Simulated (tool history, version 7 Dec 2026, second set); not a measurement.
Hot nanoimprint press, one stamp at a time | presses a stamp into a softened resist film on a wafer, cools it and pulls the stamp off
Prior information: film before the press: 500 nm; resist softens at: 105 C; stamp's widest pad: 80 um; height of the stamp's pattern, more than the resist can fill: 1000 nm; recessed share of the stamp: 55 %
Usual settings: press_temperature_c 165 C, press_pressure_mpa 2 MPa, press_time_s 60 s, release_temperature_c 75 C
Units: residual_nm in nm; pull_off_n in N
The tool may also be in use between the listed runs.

run	day	press_temperature_c	press_pressure_mpa	press_time_s	release_temperature_c	residual_nm	pull_off_n
1	0	165	2	60	75	271	203
2	3.975	165	2	60	75	273.1	221
3	6.692	165	2	83	75	242.5	235
4	9.9	165	2	83	75	247.9	236
5	11.867	165	2	60	75	275.1	237
6	14.512	165	2	60	75	284.9	259
7	17.162	165	2	60	63	287.2	330
8	19.904	165	2.39	60	75	266.9	269
9	23.996	161	2.39	60	75	333.5	301
10	26.929	165	2	98	75	251.3	307
11	30.517	165	2	60	75	259.8	178
12	33.025	165	2	60	75	259.4	181
13	37.262	165	2	60	75	263.9	195
14	39.946	165	1.28	60	75	321.4	213
15	43.912	165	2	60	75	268.4	213
16	47.617	165	2.16	60	65	254.4	260
17	49.538	169	2.16	43	72	227.4	245
18	52.125	172	2.45	60	79	160.2	222
19	54.154	175	1.56	85	80	150.2	217
20	57.962	160	1.56	85	60	348.7	342
21	61.396	158	1.84	85	75	363.1	269
22	64.271	154	1.26	78	75	440.7	293
23	67.125	165	1.92	71	68	256.4	321
24	70.812	165	2.99	71	66	210.1	199
25	72.812	165	2	33	75	321.9	180
26	75.062	165	2	33	75	322.3	186
27	79.133	161	2	33	75	384.3	199
28	82.354	155	2	57	72	413.6	218
29	85.654	155	2	57	72	412.7	221

Between the runs listed above, the log contained 9 entries, not reproduced here. Where in the sequence does each belong, and how does what the log doesn't record of the tool's condition differ from the listed run before to the listed run after?
Logged between run 2 and run 3: press's hydraulic seals changed and the load cell set to zero (day 5.521)
  true temperature over the reading, C: -0.49 -> -0.59; pressure that arrives at the usual setting, %: 97.05 -> 99.93; grip of the stamp's worn release coat, % over a new coat's: 27.7 -> 32.2
  measured value less the no-hidden-state value, residual_nm: +10.9 -> +8.4 nm; pull_off_n: +49 -> +60 N
Logged between run 5 and run 6: plate thermocouple calibrated (day 14.408)
  true temperature over the reading, C: -0.84 -> -1.56; pressure that arrives at the usual setting, %: 99.73 -> 99.63; grip of the stamp's worn release coat, % over a new coat's: 42.1 -> 47.1
  measured value less the no-hidden-state value, residual_nm: +12.7 -> +23.6 nm; pull_off_n: +72 -> +88 N
Logged between run 10 and run 11: plate thermocouple calibrated, once more (day 27.967); stamp cleaned and given a new release coat (day 29.521)
  true temperature over the reading, C: -2.09 -> 0.24; pressure that arrives at the usual setting, %: 99.1 -> 98.97; grip of the stamp's worn release coat, % over a new coat's: 72.8 -> 1.6
  measured value less the no-hidden-state value, residual_nm: +30.4 -> -2.1 nm; pull_off_n: +136 -> +2 N
Logged between run 15 and run 16: plate thermocouple calibrated (day 45.804)
  true temperature over the reading, C: -0.35 -> 0.04; pressure that arrives at the usual setting, %: 98.43 -> 98.29; grip of the stamp's worn release coat, % over a new coat's: 25.1 -> 31.8
  measured value less the no-hidden-state value, residual_nm: +7.1 -> +1.6 nm; pull_off_n: +44 -> +62 N
Logged between run 21 and run 22: plate thermocouple calibrated (day 63.238)
  true temperature over the reading, C: -0.55 -> 0.07; pressure that arrives at the usual setting, %: 97.72 -> 97.61; grip of the stamp's worn release coat, % over a new coat's: 59.1 -> 64.8
  measured value less the no-hidden-state value, residual_nm: +11.2 -> +0.3 nm; pull_off_n: +101 -> +115 N
Logged between run 23 and run 24: stamp cleaned and given a new release coat (day 70.3)
  true temperature over the reading, C: -0.05 -> -0.21; pressure that arrives at the usual setting, %: 97.48 -> 97.35; grip of the stamp's worn release coat, % over a new coat's: 70.8 -> 0.9
  measured value less the no-hidden-state value, residual_nm: +3.7 -> +6.9 nm; pull_off_n: +134 -> +2 N
Logged between run 27 and run 28: plate thermocouple calibrated (day 80.762); press's hydraulic seals changed and the load cell set to zero (day 82.3)
  true temperature over the reading, C: -0.59 -> 0; pressure that arrives at the usual setting, %: 97.02 -> 100.83; grip of the stamp's worn release coat, % over a new coat's: 15.1 -> 20.1
  measured value less the no-hidden-state value, residual_nm: +11.5 -> -0.8 nm; pull_off_n: +28 -> +36 N
